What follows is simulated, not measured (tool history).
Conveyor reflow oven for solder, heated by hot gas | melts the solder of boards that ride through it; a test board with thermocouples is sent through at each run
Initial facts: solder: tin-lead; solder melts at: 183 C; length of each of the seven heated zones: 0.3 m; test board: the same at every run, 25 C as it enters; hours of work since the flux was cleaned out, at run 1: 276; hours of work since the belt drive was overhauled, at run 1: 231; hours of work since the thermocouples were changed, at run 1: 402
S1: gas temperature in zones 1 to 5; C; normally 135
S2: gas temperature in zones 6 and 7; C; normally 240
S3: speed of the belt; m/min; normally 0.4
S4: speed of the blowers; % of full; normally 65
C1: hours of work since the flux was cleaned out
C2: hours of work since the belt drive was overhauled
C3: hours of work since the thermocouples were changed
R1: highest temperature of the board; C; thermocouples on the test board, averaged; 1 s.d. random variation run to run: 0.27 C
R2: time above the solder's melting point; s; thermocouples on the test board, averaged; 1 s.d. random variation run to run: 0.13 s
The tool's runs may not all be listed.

run   hour   S1   S2     S3  S4   C1   C2   C3     R1    R2
  1      0  135  240    0.4  65  276  231  402  226.8  74.5
        13  -- flux residue cleaned out of gas plates and filters
  2   17.1  138  240    0.4  65    2  237  409  227.1  76.1
  3   27.9  147  240    0.4  65    8  243  415    228  80.6
  4   35.3  143  240    0.4  65   12  247  419  227.7  78.2
  5   45.8  135  240    0.4  53   18  253  424  223.3  71.6
  6   58.3  135  240    0.4  65   25  259  431  226.6  74.5
  7   67.9  135  240  0.389  65   30  265  436  227.2  77.4
  8   76.6  135  240    0.4  65   34  269  441  226.5  74.5
  9     83  135  240    0.4  65   38  273  445  226.5  74.5
 10   88.6  135  240    0.4  65   41  276  448  226.4  74.6
 11   94.2  135  234    0.4  65   44  279  451  221.1  70.6
 12  105.5  135  240    0.4  54   50  285  457  223.4  72.1
 13  114.5  135  240    0.4  54   55  290  462  223.7  71.8
 14  120.1  135  240    0.4  54   58  293  465    223  72.1
 15  130.9  135  240    0.4  54   64  299  471  223.9  71.9
 16    141  135  240    0.4  54   69  304  476  223.5  72.2
 17  147.3  136  241  0.399  54   73  308  479  224.9  73.3
 18  156.5  136  238  0.391  54   78  313  484  222.8  73.5
 19  166.5  146  238  0.391  89   83  318  490  230.4  83.8
 20    174  126  238  0.391  63   87  322  494  223.3  70.8
 21  182.1  126  238  0.391  63   92  326  498  223.6  71.1
 22  190.4  133  253    0.4  65   96  331  503  238.8  81.2
 23  197.7  133  253    0.4  65  100  335  507  238.4  81.2
 24  203.4  133  253    0.4  65  103  338  510  238.1    81
 25  214.2  133  253    0.4  65  109  344  516  238.5    81
 26    222  126  235  0.386  56  113  348  520  219.4    68
 27  227.3  123  243  0.451  76  116  351  523  226.9    62
 28    236  123  243  0.451  60  121  356  528  221.6  58.1
 29  247.7  123  240  0.451  52  127  362  534  215.9  53.1
 30  255.4  123  240  0.451  52  131  366  538  216.3    53

Branching from run 30: 3 alternative next runs. What would each branch give?
  A  267.8  135  233  0.444  74  138  373  545   ?   ?
  B  267.8  122  244  0.451  83  138  373  545   ?   ?
  C  267.8  147  240  0.338  76  138  373  545   ?   ?

run     R1    R2
  A  218.5  61.8
  B  228.4  63.4
  C  233.6  99.1
With no hidden state in the tool, these same runs would have given:
run     R1    R2
  A  218.6  61.9
  B  228.5  63.4
  C  233.7  99.2
